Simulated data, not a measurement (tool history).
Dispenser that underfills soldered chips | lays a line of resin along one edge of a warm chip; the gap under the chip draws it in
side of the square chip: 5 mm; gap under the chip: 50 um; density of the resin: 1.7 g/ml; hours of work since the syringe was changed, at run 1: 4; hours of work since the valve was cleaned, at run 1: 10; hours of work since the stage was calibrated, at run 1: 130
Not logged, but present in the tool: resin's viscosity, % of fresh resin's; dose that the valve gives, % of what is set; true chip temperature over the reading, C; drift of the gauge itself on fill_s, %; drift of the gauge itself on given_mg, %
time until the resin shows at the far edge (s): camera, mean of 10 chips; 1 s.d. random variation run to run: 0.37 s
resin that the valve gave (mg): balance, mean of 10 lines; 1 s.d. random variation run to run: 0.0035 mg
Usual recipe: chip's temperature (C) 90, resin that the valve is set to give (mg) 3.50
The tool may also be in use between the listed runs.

| run | day | chip's temperature (C) | resin that the valve is set to give (mg) | hours of work since the syringe was changed | hours of work since the valve was cleaned | hours of work since the stage was calibrated | time until the resin shows at the far edge (s) | resin that the valve gave (mg) |
|---|---|---|---|---|---|---|---|---|
| 1 | 0.000 | 90 | 3.50 | 4 | 10 | 130 | 30.5 | 3.492 |
|  | 0.217 | new syringe of resin |
| 2 | 0.242 | 90 | 3.50 | 0 | 14 | 134 | 23.4 | 3.481 |
| 3 | 0.579 | 90 | 3.50 | 7 | 20 | 140 | 36.4 | 3.464 |
|  | 0.671 | new syringe of resin |
| 4 | 0.867 | 103 | 3.50 | 4 | 25 | 145 | 19.5 | 3.458 |
| 5 | 1.062 | 103 | 3.50 | 7 | 29 | 149 | 24.9 | 3.458 |
|  | 1.104 | new syringe of resin |
| 6 | 1.492 | 103 | 3.50 | 7 | 36 | 156 | 24.4 | 3.440 |
|  | 1.533 | new syringe of resin |
| 7 | 1.833 | 78 | 3.50 | 6 | 42 | 162 | 51.0 | 3.434 |
|  | 1.975 | new syringe of resin |
|  | 2.050 | dispensing valve cleaned and set on the balance |
| 8 | 2.217 | 78 | 3.50 | 4 | 3 | 168 | 45.7 | 3.487 |
|  | 2.467 | new syringe of resin |
| 9 | 2.529 | 78 | 3.01 | 1 | 9 | 174 | 39.5 | 2.993 |
| 10 | 2.746 | 78 | 3.01 | 5 | 12 | 178 | 52.5 | 2.986 |
|  | 2.912 | new syringe of resin |
| 11 | 3.000 | 78 | 3.01 | 2 | 17 | 182 | 40.4 | 2.978 |
| 12 | 3.212 | 78 | 3.01 | 5 | 21 | 186 | 53.2 | 2.977 |
|  | 3.342 | new syringe of resin |
| 13 | 3.417 | 78 | 3.01 | 1 | 24 | 190 | 40.6 | 2.968 |
| 14 | 3.621 | 78 | 3.01 | 5 | 28 | 193 | 52.1 | 2.972 |
|  | 3.767 | new syringe of resin |
| 15 | 4.050 | 90 | 3.50 | 5 | 36 | 201 | 34.0 | 3.429 |
|  | 4.192 | new syringe of resin |
| 16 | 4.412 | 90 | 3.50 | 4 | 42 | 207 | 31.2 | 3.428 |
|  | 4.638 | dispensing valve cleaned and set on the balance |
|  | 4.679 | new syringe of resin |
| 17 | 4.717 | 90 | 3.50 | 1 | 1 | 212 | 24.6 | 3.508 |
| 18 | 4.912 | 90 | 3.50 | 4 | 5 | 216 | 31.3 | 3.506 |
|  | 5.121 | new syringe of resin |
| 19 | 5.154 | 97 | 4.27 | 1 | 9 | 220 | 19.0 | 4.264 |
| 20 | 5.367 | 89 | 3.50 | 5 | 13 | 224 | 33.6 | 3.491 |
|  | 5.558 | new syringe of resin |
| 21 | 5.667 | 94 | 3.27 | 2 | 18 | 229 | 23.2 | 3.255 |
| 22 | 5.946 | 100 | 4.35 | 7 | 23 | 234 | 27.6 | 4.315 |
|  | 5.992 | new syringe of resin |
| 23 | 6.383 | 100 | 4.35 | 7 | 31 | 242 | 27.0 | 4.305 |
|  | 6.425 | new syringe of resin |
| 24 | 6.812 | 100 | 4.35 | 7 | 39 | 249 | 27.8 | 4.282 |
|  | 6.867 | new syringe of resin |
| 25 | 7.012 | 90 | 3.65 | 3 | 42 | 253 | 28.6 | 3.590 |
|  | 7.221 | dispensing valve cleaned and set on the balance |
|  | 7.346 | new syringe of resin |
| 26 | 7.400 | 84 | 4.14 | 1 | 3 | 259 | 30.5 | 4.142 |
| 27 | 7.675 | 104 | 3.10 | 6 | 8 | 264 | 23.1 | 3.096 |
|  | 7.788 | new syringe of resin |
| 28 | 7.967 | 104 | 3.10 | 3 | 13 | 269 | 19.4 | 3.086 |
| 29 | 8.196 | 76 | 3.28 | 7 | 17 | 273 | 67.0 | 3.268 |
|  | 8.233 | new syringe of resin |
|  | 8.667 | new syringe of resin |
| 30 | 8.667 | 76 | 3.28 | 0 | 25 | 281 | 38.6 | 3.251 |
| 31 | 8.954 | 97 | 3.89 | 5 | 31 | 287 | 26.5 | 3.845 |
|  | 9.104 | new syringe of resin |
| 32 | 9.346 | 89 | 3.28 | 4 | 38 | 294 | 33.7 | 3.229 |
|  | 9.542 | new syringe of resin |
| 33 | 9.638 | 89 | 3.28 | 2 | 43 | 299 | 27.4 | 3.219 |
|  | 9.812 | dispensing valve cleaned and set on the balance |
| 34 | 9.979 | 89 | 3.28 | 7 | 3 | 304 | 40.4 | 3.269 |
|  | 10.029 | new syringe of resin |
| 35 | 10.379 | 89 | 3.50 | 6 | 10 | 311 | 38.6 | 3.475 |
|  | 10.462 | new syringe of resin |
| 36 | 10.800 | 89 | 3.50 | 6 | 18 | 319 | 37.5 | 3.462 |

3 ways to go on from here, each from the tool as it stands after run 36. What would each give?
|  | 10.912 | new syringe of resin |
| A | 11.192 | 89 | 3.55 | 5 | 24 | 326 | ? | ? |
|  | 10.912 | new syringe of resin |
| B | 11.192 | 77 | 3.74 | 5 | 24 | 326 | ? | ? |
|  | 10.912 | new syringe of resin |
| C | 11.192 | 99 | 4.49 | 5 | 24 | 326 | ? | ? |

| run | time until the resin shows at the far edge (s) | resin that the valve gave (mg) |
|---|---|---|
| A | 35.5 | 3.505 |
| B | 54.2 | 3.688 |
| C | 25.0 | 4.437 |
Without the tool's unlogged condition, the same runs would have read:
| run | time until the resin shows at the far edge (s) | resin that the valve gave (mg) |
|---|---|---|
| A | 22.6 | 3.553 |
| B | 34.3 | 3.738 |
| C | 16.1 | 4.497 |

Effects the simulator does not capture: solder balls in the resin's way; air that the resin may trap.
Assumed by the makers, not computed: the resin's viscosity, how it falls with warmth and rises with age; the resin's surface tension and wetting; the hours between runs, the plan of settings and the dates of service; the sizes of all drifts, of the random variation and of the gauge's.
